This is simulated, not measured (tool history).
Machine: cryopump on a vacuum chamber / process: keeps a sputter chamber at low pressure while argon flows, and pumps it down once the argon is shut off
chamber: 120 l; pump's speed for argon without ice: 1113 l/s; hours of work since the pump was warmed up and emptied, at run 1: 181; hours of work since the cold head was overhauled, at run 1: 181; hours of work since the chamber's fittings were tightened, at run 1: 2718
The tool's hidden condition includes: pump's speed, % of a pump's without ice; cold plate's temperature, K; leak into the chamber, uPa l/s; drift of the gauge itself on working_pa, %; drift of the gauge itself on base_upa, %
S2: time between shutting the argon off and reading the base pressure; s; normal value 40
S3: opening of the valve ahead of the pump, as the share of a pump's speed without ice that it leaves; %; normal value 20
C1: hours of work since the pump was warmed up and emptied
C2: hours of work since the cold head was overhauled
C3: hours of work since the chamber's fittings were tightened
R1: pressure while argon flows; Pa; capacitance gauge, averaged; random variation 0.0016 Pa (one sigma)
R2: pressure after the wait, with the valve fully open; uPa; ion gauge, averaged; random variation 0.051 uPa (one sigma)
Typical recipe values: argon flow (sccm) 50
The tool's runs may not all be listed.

run 1 hour=0 | argon_flow_(sccm)=50 S2=40 S3=20 | C1=181 C2=181 C3=2718 | R1=0.3811 R2=4.45
run 2 hour=40.2 | argon_flow_(sccm)=50 S2=40 S3=20 | C1=202 C2=202 C3=2739 | R1=0.3807 R2=4.49
run 3 hour=61.4 | argon_flow_(sccm)=50 S2=40 S3=20 | C1=213 C2=213 C3=2750 | R1=0.3846 R2=4.47
run 4 hour=96.1 | argon_flow_(sccm)=50 S2=40 S3=20 | C1=231 C2=231 C3=2768 | R1=0.385 R2=4.53
run 5 hour=142.1 | argon_flow_(sccm)=50 S2=40 S3=20 | C1=256 C2=256 C3=2792 | R1=0.3858 R2=4.63
run 6 hour=179.9 | argon_flow_(sccm)=50 S2=40 S3=20 | C1=276 C2=276 C3=2812 | R1=0.3856 R2=4.56
run 7 hour=200.6 | argon_flow_(sccm)=80 S2=24 S3=27 | C1=286 C2=286 C3=2823 | R1=0.4627 R2=6.41
run 8 hour=232.4 | argon_flow_(sccm)=50 S2=181 S3=24 | C1=303 C2=303 C3=2840 | R1=0.3214 R2=2.4
run 9 hour=273.6 | argon_flow_(sccm)=88 S2=58 S3=24 | C1=325 C2=325 C3=2862 | R1=0.569 R2=3.9
run 10 hour=304.2 | argon_flow_(sccm)=49 S2=43 S3=45 | C1=341 C2=341 C3=2878 | R1=0.1716 R2=4.52
run 11 hour=350 | argon_flow_(sccm)=49 S2=43 S3=45 | C1=365 C2=365 C3=2902 | R1=0.1734 R2=4.44
run 12 hour=391.1 | argon_flow_(sccm)=49 S2=43 S3=45 | C1=387 C2=387 C3=2924 | R1=0.1741 R2=4.55

Each row is a separate what-if for the run after 12, all from the same tool condition, not one after another. Results?
run A hour=434 | argon_flow_(sccm)=49 S2=43 S3=34 | C1=410 C2=410 C3=2946 | R1=? R2=?
run B hour=434 | argon_flow_(sccm)=22 S2=126 S3=23 | C1=410 C2=410 C3=2946 | R1=? R2=?
run C hour=434 | argon_flow_(sccm)=50 S2=125 S3=18 | C1=410 C2=410 C3=2946 | R1=? R2=?

run=A R1=0.2275 R2=4.57
run=B R1=0.1483 R2=2.83
run=C R1=0.4328 R2=2.81
Without the tool's hidden state the same runs would have given:
run=A R1=0.2191 R2=2.96
run=B R1=0.1446 R2=1.19
run=C R1=0.4242 R2=1.19
